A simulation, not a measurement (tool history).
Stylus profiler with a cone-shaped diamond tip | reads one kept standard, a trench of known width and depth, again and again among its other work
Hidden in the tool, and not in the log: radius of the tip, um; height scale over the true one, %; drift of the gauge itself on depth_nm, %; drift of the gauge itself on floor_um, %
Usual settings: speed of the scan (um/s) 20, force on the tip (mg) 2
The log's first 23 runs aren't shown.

run    hour  speed of the scan (um/s)  force on the tip (mg)  scans with this tip  hours of work since the height scale was calibrated  depth of the trench (Å)  width of the trench's floor (nm)
 24  1155.7                        65                      2                13678                                                  952                   5020.2                             95670
 25  1223.6                        65                      2                14398                                                 1003                     5022                             95610
 26  1260.7                        65                      2                14793                                                 1030                   5021.2                             95580
 27    1329                         5                   0.72                15518                                                 1080                   4994.6                             95670
 28    1392                        24                   5.03                16186                                                 1127                   5056.8                             95640
 29  1422.8                        26                    1.2                16513                                                 1150                   5003.1                             95550
 30  1474.2                        10                    2.7                17059                                                 1188                   5025.9                             95620
 31  1526.6                        10                    2.7                17615                                                 1227                   5023.6                             95550
     1540.5  -- height scale calibrated on a step standard
 32    1584                        48                   5.85                18219                                                   32                   5091.9                             95460
 33  1622.2                        44                   0.97                18624                                                   60                   5026.2                             95270
 34  1652.4                        44                   0.97                18945                                                   83                   5027.6                             95250
 35  1703.2                        22                   1.04                19485                                                  120                   5029.8                             95330
 36  1746.4                        17                   2.07                19943                                                  152                   5044.5                             95280
 37  1795.3                        12                   3.17                20462                                                  188                   5058.2                             95320
     1853.8  -- new tip fitted, height scale calibrated
 38  1854.3                         9                   5.48                    6                                                    0                   5089.4                             97300
 39  1917.5                        20                   0.84                  676                                                   47                   5025.9                             97090
 40  1953.6                        20                   1.68                 1060                                                   74                   5039.8                             97080
 41  2016.1                        60                   1.67                 1723                                                  120                   5042.3                             96890
 42  2082.9                        52                   0.85                 2433                                                  169                   5023.2                             96810
 43    2130                        52                   0.85                 2932                                                  204                   5024.3                             96700
 44  2173.2                        52                   0.85                 3391                                                  236                   5024.1                             96570
 45  2223.3                        18                   2.18                 3923                                                  273                     5044                             96780

Forecast each of these 5 alternatives for the next run:
  A  2291.6                        16                   1.29                 4647                                                  324                        ?                                 ?
  B  2291.6                         9                   3.77                 4647                                                  324                        ?                                 ?
  C  2291.6                        38                   1.34                 4647                                                  324                        ?                                 ?
  D  2291.6                        20                   2.72                 4647                                                  324                        ?                                 ?
  E  2291.6                        23                    0.7                 4647                                                  324                        ?                                 ?

run  depth of the trench (Å)  width of the trench's floor (nm)
  A                   5029.8                             96750
  B                   5065.3                             96720
  C                     5029                             96630
  D                   5050.5                             96750
  E                     5018                             96640
Without the tool's hidden state the same runs would have given:
run  depth of the trench (Å)  width of the trench's floor (nm)
  A                   5035.8                             97320
  B                   5071.3                             97290
  C                     5035                             97200
  D                   5056.5                             97320
  E                     5024                             97200
